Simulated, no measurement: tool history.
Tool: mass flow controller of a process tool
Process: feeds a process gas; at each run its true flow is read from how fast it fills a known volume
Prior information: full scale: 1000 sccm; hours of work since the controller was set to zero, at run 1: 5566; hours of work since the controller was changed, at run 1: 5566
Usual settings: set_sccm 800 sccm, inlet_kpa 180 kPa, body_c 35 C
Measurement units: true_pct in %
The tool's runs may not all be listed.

run	hour	set_sccm	inlet_kpa	body_c	hours of work since the controller was set to zero	hours of work since the controller was changed	true_pct
1	0.0	800	180	35	5566	5566	102.69
2	81.2	800	150	35	5595	5595	102.37
3	143.3	800	150	35	5617	5617	102.44
4	247.1	800	150	35	5654	5654	102.48
5	320.1	800	209	35	5680	5680	102.95
6	393.7	800	209	35	5706	5706	102.95
7	506.2	800	209	35	5745	5745	102.73
8	613.2	800	180	35	5783	5783	102.66
9	729.8	800	180	35	5825	5825	102.80
10	847.3	694	141	34	5866	5866	102.33
11	976.8	242	142	32	5912	5912	102.82
12	1057.7	242	142	32	5941	5941	102.70
13	1129.3	242	142	32	5966	5966	102.77
14	1198.1	978	215	25	5991	5991	102.49
15	1286.7	111	207	27	6022	6022	104.54

Subtracting, for every run, the result it would have given without the tool's unlogged condition from the measured result gives the following. The same run-to-run variation enters both numbers; the gauge's scatter may not:
What the log doesn't record here: flow at rest that the sensor doesn't see, % of full scale; true flow over the shown one, %; drift of the gauge itself on true_pct, %.
run	true_pct
1	+2.30
2	+2.32
3	+2.33
4	+2.34
5	+2.35
6	+2.37
7	+2.38
8	+2.40
9	+2.43
10	+2.50
11	+3.46
12	+3.47
13	+3.49
14	+2.42
15	+5.24
